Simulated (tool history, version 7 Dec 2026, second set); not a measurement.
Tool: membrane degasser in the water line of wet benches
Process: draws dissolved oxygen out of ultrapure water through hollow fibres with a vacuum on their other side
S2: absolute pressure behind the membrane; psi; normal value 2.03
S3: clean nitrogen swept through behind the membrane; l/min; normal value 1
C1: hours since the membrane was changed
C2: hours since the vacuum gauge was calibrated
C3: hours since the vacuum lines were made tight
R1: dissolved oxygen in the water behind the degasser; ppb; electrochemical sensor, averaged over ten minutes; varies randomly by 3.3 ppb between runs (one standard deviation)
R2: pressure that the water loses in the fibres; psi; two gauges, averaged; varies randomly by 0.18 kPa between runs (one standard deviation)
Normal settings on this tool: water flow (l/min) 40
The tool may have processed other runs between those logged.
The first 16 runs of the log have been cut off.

Run 17, day 47.492: usual settings; C1 4288; C2 1369; C3 3480. Result: R1 913 ppb, R2 4.544 psi.
Run 18, day 50.083: usual settings; C1 4350; C2 1431; C3 3542. Result: R1 916.7 ppb, R2 4.541 psi.
Run 19, day 51.833: usual settings but S2 1.61 psi, S3 1.44 l/min; C1 4392; C2 1473; C3 3584. Result: R1 572.6 ppb, R2 4.54 psi.
At day 52.146: vacuum gauge calibrated.
Run 20, day 53.879: usual settings but water flow (l/min) 52, S2 1.32 psi, S3 0.42 l/min; C1 4441; C2 42; C3 3633. Result: R1 1177.9 ppb, R2 5.839 psi.
Run 21, day 57.671: usual settings but water flow (l/min) 60, S2 1.32 psi, S3 1.32 l/min; C1 4532; C2 133; C3 3724. Result: R1 813.5 ppb, R2 6.756 psi.
Run 22, day 61.938: usual settings but water flow (l/min) 60, S2 1.32 psi, S3 1.32 l/min; C1 4634; C2 235; C3 3826. Result: R1 819.3 ppb, R2 6.776 psi.
At day 64.275: vacuum gauge calibrated, once more.
Run 23, day 65.617: usual settings but S2 1.26 psi, S3 2.56 l/min; C1 4722; C2 32; C3 3914. Result: R1 323 ppb, R2 4.525 psi.
Run 24, day 69.392: usual settings but S2 1.26 psi, S3 2.56 l/min; C1 4813; C2 123; C3 4005. Result: R1 319.8 ppb, R2 4.547 psi.
Run 25, day 71.888: usual settings but S2 1.26 psi, S3 2.56 l/min; C1 4873; C2 183; C3 4065. Result: R1 323.2 ppb, R2 4.522 psi.
Run 26, day 73.762: usual settings but S2 1.26 psi, S3 2.56 l/min; C1 4918; C2 228; C3 4110. Result: R1 323.8 ppb, R2 4.461 psi.
Run 27, day 75.542: usual settings but S2 1.26 psi, S3 2.56 l/min; C1 4960; C2 270; C3 4152. Result: R1 321.3 ppb, R2 4.537 psi.
Run 28, day 77.458: usual settings but water flow (l/min) 49, S2 3.36 psi, S3 0.56 l/min; C1 5006; C2 316; C3 4198. Result: R1 2406.6 ppb, R2 5.581 psi.
Run 29, day 80.238: usual settings but water flow (l/min) 49, S2 3.36 psi, S3 0.56 l/min; C1 5073; C2 383; C3 4265. Result: R1 2404.1 ppb, R2 5.543 psi.
Run 30, day 81.996: usual settings but water flow (l/min) 49, S2 3.36 psi, S3 0.56 l/min; C1 5115; C2 425; C3 4307. Result: R1 2401.3 ppb, R2 5.514 psi.

Run 31 is up next; what results do you expect?
Run 31, day 84.754: usual settings but S2 2.93 psi, S3 2.23 l/min; C1 5182; C2 491; C3 4373. Result: R1 ?, R2 ?.

R1: 760 ppb
R2: 4.56 psi
On a tool with no hidden condition, and with the same random variation, this run would have come out at R1 750.1 ppb, R2 4.489 psi.
